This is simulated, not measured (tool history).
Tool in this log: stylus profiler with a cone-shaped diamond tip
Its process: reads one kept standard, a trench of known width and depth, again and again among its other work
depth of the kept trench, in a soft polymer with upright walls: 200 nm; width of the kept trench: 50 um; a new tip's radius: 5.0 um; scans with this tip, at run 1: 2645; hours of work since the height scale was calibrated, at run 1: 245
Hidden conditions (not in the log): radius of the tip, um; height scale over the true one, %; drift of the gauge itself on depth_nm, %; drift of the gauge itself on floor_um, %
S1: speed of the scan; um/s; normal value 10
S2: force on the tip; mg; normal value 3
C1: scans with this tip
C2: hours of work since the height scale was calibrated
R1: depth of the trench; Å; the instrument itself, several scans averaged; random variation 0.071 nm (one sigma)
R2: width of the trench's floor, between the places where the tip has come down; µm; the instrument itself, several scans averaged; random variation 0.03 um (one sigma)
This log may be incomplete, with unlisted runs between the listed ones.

{"run": 1, "hour": 0.0, "S1": 10, "S2": 3, "C1": 2645, "C2": 245, "R1": 2026, "R2": 47.19}
{"run": 2, "hour": 70.2, "S1": 10, "S2": 1.84, "C1": 3145, "C2": 292, "R1": 2018.7, "R2": 47.11}
{"run": 3, "hour": 110.9, "S1": 10, "S2": 4.95, "C1": 3435, "C2": 319, "R1": 2038.2, "R2": 47.2}
{"run": 4, "hour": 149.7, "S1": 10, "S2": 4.95, "C1": 3711, "C2": 344, "R1": 2036.5, "R2": 47.13}
{"run": 5, "hour": 202.6, "S1": 3, "S2": 3, "C1": 4089, "C2": 379, "R1": 2026.6, "R2": 47.17}
{"run": 6, "hour": 259.1, "S1": 38, "S2": 3, "C1": 4491, "C2": 417, "R1": 2027.4, "R2": 46.99}
{"run": 7, "hour": 327.5, "S1": 38, "S2": 3, "C1": 4978, "C2": 462, "R1": 2027.6, "R2": 46.99}
{"run": 8, "hour": 397.1, "S1": 38, "S2": 3, "C1": 5474, "C2": 508, "R1": 2027.4, "R2": 47}
{"run": 9, "hour": 443.0, "S1": 38, "S2": 3, "C1": 5801, "C2": 538, "R1": 2025.2, "R2": 46.95}
{"run": 10, "hour": 514.1, "S1": 7, "S2": 7.63, "C1": 6308, "C2": 585, "R1": 2050.9, "R2": 47.15}
{"run": 11, "hour": 563.1, "S1": 7, "S2": 7.63, "C1": 6657, "C2": 618, "R1": 2049.4, "R2": 47.17}
{"run": 12, "hour": 616.3, "S1": 24, "S2": 3.58, "C1": 7036, "C2": 653, "R1": 2029.2, "R2": 47.08}
{"run": 13, "hour": 691.1, "S1": 24, "S2": 3.58, "C1": 7569, "C2": 702, "R1": 2030, "R2": 47.03}
{"run": 14, "hour": 757.0, "S1": 6, "S2": 2.14, "C1": 8038, "C2": 746, "R1": 2021.1, "R2": 47.11}
{"run": 15, "hour": 793.2, "S1": 4, "S2": 2.05, "C1": 8296, "C2": 770, "R1": 2022.1, "R2": 47.19}
{"run": 16, "hour": 861.3, "S1": 39, "S2": 8.63, "C1": 8782, "C2": 815, "R1": 2055, "R2": 47.09}

Branching from run 16: 4 alternative next runs. What would each branch give?
{"run": "A", "hour": 907.8, "S1": 10, "S2": 8.24, "C1": 9113, "C2": 846, "R1": "?", "R2": "?"}
{"run": "B", "hour": 907.8, "S1": 14, "S2": 4.68, "C1": 9113, "C2": 846, "R1": "?", "R2": "?"}
{"run": "C", "hour": 907.8, "S1": 10, "S2": 2.72, "C1": 9113, "C2": 846, "R1": "?", "R2": "?"}
{"run": "D", "hour": 907.8, "S1": 16, "S2": 2.02, "C1": 9113, "C2": 846, "R1": "?", "R2": "?"}

run=A R1=2053.7 R2=47.18
run=B R1=2035.1 R2=47.1
run=C R1=2025.4 R2=47.17
run=D R1=2020 R2=47.11
Had the tool no hidden state, the same runs would have come out as:
run=A R1=2053.8 R2=47.2
run=B R1=2035.2 R2=47.12
run=C R1=2025.5 R2=47.19
run=D R1=2020.1 R2=47.12
